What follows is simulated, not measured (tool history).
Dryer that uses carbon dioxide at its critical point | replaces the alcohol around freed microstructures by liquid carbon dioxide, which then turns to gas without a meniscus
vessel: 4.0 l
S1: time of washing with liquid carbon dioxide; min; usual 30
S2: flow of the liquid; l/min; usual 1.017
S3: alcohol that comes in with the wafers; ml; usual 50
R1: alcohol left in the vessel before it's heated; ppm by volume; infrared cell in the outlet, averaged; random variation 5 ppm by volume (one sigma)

Run 1, hour 0.0: usual settings. Result: R1 130 ppm by volume.
Run 2, hour 41.5: usual settings but S1 29 min. Result: R1 150 ppm by volume.
Run 3, hour 69.9: usual settings but S1 29 min. Result: R1 149 ppm by volume.
At hour 94.3: inlet filter changed.
Run 4, hour 111.5: usual settings but S1 31 min. Result: R1 139 ppm by volume.
Run 5, hour 172.5: usual settings but S1 31 min. Result: R1 152 ppm by volume.
Run 6, hour 228.4: usual settings but S1 31 min. Result: R1 158 ppm by volume.
Run 7, hour 282.6: usual settings but S1 31 min. Result: R1 171 ppm by volume.
Run 8, hour 338.7: usual settings but S1 31 min. Result: R1 177 ppm by volume.
Run 9, hour 384.0: usual settings but S1 31 min. Result: R1 193 ppm by volume.
Run 10, hour 415.0: usual settings but S1 31 min. Result: R1 195 ppm by volume.
Run 11, hour 453.1: usual settings but S1 31 min. Result: R1 204 ppm by volume.
Run 12, hour 489.5: usual settings but S1 31 min. Result: R1 216 ppm by volume.
Run 13, hour 521.2: usual settings but S1 29 min, S2 1.380 l/min. Result: R1 205 ppm by volume.
At hour 533.1: inlet filter changed.
Run 14, hour 574.3: usual settings but S1 29 min, S2 0.650 l/min. Result: R1 424 ppm by volume.
Run 15, hour 613.7: usual settings but S1 29 min, S2 0.650 l/min. Result: R1 438 ppm by volume.
At hour 629.9: purifier's bed changed.
Run 16, hour 652.4: usual settings but S1 29 min, S2 0.650 l/min. Result: R1 256 ppm by volume.
Run 17, hour 705.8: usual settings but S1 36 min, S2 1.320 l/min, S3 63 ml. Result: R1 20 ppm by volume.
Run 18, hour 766.9: usual settings but S1 26 min, S2 1.230 l/min. Result: R1 43 ppm by volume.
Run 19, hour 809.9: usual settings but S1 26 min, S2 1.230 l/min. Result: R1 51 ppm by volume.
Run 20, hour 843.8: usual settings but S1 47 min, S3 28 ml. Result: R1 37 ppm by volume.
Run 21, hour 903.0: usual settings but S1 33 min, S2 0.710 l/min, S3 33 ml. Result: R1 122 ppm by volume.
Run 22, hour 947.8: usual settings but S1 29 min, S3 30 ml. Result: R1 74 ppm by volume.

The same runs without the tool's hidden state, with the same run-to-run variation:
The hidden state here: flow that reaches the vessel past the clogged filter, %; alcohol in the recycled carbon dioxide, ppm; drift of the gauge itself on alcohol_ppm, %.
run   R1
  1   17
  2   21
  3   19
  4   15
  5   15
  6   11
  7   14
  8   10
  9   14
 10   12
 11   13
 12   15
 13    7
 14  204
 15  202
 16  224
 17    6
 18   14
 19   15
 20    0
 21   52
 22   10
